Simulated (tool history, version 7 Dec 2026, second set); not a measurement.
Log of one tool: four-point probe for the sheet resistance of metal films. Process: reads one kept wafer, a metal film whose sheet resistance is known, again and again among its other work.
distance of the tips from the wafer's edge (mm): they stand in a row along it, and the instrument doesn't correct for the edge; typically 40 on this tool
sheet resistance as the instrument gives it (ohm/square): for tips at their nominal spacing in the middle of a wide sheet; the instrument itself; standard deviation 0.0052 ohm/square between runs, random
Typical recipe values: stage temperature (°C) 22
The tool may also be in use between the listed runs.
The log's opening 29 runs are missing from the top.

run    hour  stage temperature (°C)  distance of the tips from the wafer's edge (mm)  touches since the probe head was changed  hours of work since the stage's thermometer was calibrated  sheet resistance as the instrument gives it (ohm/square)
 30  2462.0                      18                                               20                                     89277                                                         694                                                 26.077876
 31  2558.4                      18                                               20                                     91972                                                         754                                                 26.064566
 32  2676.1                      18                                               20                                     95262                                                         826                                                 26.060637
 33  2774.5                      20                                               19                                     98012                                                         886                                                 26.095246
 34  2829.8                      19                                               32                                     99556                                                         920                                                 26.063729
 35  2936.3                      26                                                4                                    102533                                                         985                                                 26.430027
 36  3030.5                      26                                                4                                    105167                                                        1043                                                 26.420149
 37  3107.5                      22                                               57                                    107321                                                        1090                                                 26.105911
 38  3185.0                      28                                               27                                    109485                                                        1138                                                 26.242768

Each row is a separate what-if for the run after 38, all from the same tool condition, not one after another. Results?
  A  3280.5                      28                                               10                                    112156                                                        1196                                                         ?
  B  3280.5                      22                                               34                                    112156                                                        1196                                                         ?
  C  3280.5                      25                                                5                                    112156                                                        1196                                                         ?
  D  3280.5                      31                                               27                                    112156                                                        1196                                                         ?

run  sheet resistance as the instrument gives it (ohm/square)
  A                                                 26.257049
  B                                                 26.099275
  C                                                 26.310088
  D                                                 26.288849
With no hidden state in the tool, these same runs would have given:
run  sheet resistance as the instrument gives it (ohm/square)
  A                                                 26.374890
  B                                                 26.217202
  C                                                 26.428534
  D                                                 26.406457
